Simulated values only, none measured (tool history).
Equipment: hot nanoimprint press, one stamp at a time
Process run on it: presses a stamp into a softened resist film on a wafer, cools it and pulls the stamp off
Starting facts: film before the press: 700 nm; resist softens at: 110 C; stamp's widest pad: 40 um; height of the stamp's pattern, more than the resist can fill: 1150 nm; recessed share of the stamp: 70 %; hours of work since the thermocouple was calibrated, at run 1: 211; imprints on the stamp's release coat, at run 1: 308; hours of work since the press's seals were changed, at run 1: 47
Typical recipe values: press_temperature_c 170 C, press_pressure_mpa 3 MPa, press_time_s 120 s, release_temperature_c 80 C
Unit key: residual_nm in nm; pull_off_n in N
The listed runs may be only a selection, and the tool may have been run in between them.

run,day,press_temperature_c,press_pressure_mpa,press_time_s,release_temperature_c,hours of work since the thermocouple was calibrated,imprints on the stamp's release coat,hours of work since the press's seals were changed,residual_nm,pull_off_n
1,0,170,3,120,80,211,308,47,257.3,155
2,0.588,170,3,120,80,217,348,53,258.4,153
3,1.062,170,3,120,80,222,380,58,257.8,155
4,1.388,158,3,120,80,226,402,61,437.9,157
5,1.758,158,3,120,80,229,427,65,431.4,155
6,2.325,170,3,120,80,235,465,71,259.6,154
7,2.867,170,3,120,80,241,502,77,260.8,153
8,3.162,170,3,120,80,244,522,80,259.2,154
# day 3.783: stamp cleaned and given a new release coat
9,3.929,170,3,76,80,250,10,86,312.5,155
10,4.442,174,3,120,80,255,45,91,216.9,153
11,5.075,174,3,120,80,262,87,98,217.7,153
12,5.679,174,3,120,80,268,128,104,215.5,153
13,6.362,170,3,120,72,276,174,111,260.3,180
# day 6.621: plate thermocouple calibrated
14,7.138,170,3,120,80,5,218,118,260.4,154
15,7.742,170,4.14,120,80,12,259,125,223.5,154
16,8.454,170,4.14,120,80,19,307,132,223.4,156
17,9.017,170,4.14,120,80,25,345,138,223.5,154
18,9.721,170,2.92,120,80,33,393,146,260.3,154
19,10.3,170,2.92,120,80,39,432,152,261.5,155
20,10.738,170,2.92,120,80,44,462,156,261.9,154
21,11.067,170,2.92,120,80,47,484,160,264.1,154
22,11.375,178,2.79,120,66,50,505,163,188.1,196
# day 12.3: stamp cleaned and given a new release coat
23,12.317,178,2.79,120,66,58,2,171,187.9,198
24,12.95,178,2.37,155,66,64,44,177,181.4,199
25,13.654,178,2.37,155,66,72,92,185,180.5,197
26,14.188,178,2.37,155,66,77,128,190,179.8,199
27,14.742,170,3,120,88,83,165,196,259.4,129
28,15.183,165,2.47,97,86,88,196,201,379.1,136
29,15.483,168,2.47,134,86,91,216,204,294.1,136
30,15.996,168,2.47,134,86,97,250,210,295.4,136

Forecast each of these 3 alternatives for the next run:
A,16.65,170,3,120,69,104,295,216,?,?
B,16.65,165,3,120,80,104,295,216,?,?
C,16.65,175,2.14,120,81,104,295,216,?,?

run,residual_nm,pull_off_n
A,260.5,189
B,326.4,154
C,241.2,151
What these runs would have given with no unlogged condition in the tool:
run,residual_nm,pull_off_n
A,260.4,188
B,326.2,154
C,241.1,150

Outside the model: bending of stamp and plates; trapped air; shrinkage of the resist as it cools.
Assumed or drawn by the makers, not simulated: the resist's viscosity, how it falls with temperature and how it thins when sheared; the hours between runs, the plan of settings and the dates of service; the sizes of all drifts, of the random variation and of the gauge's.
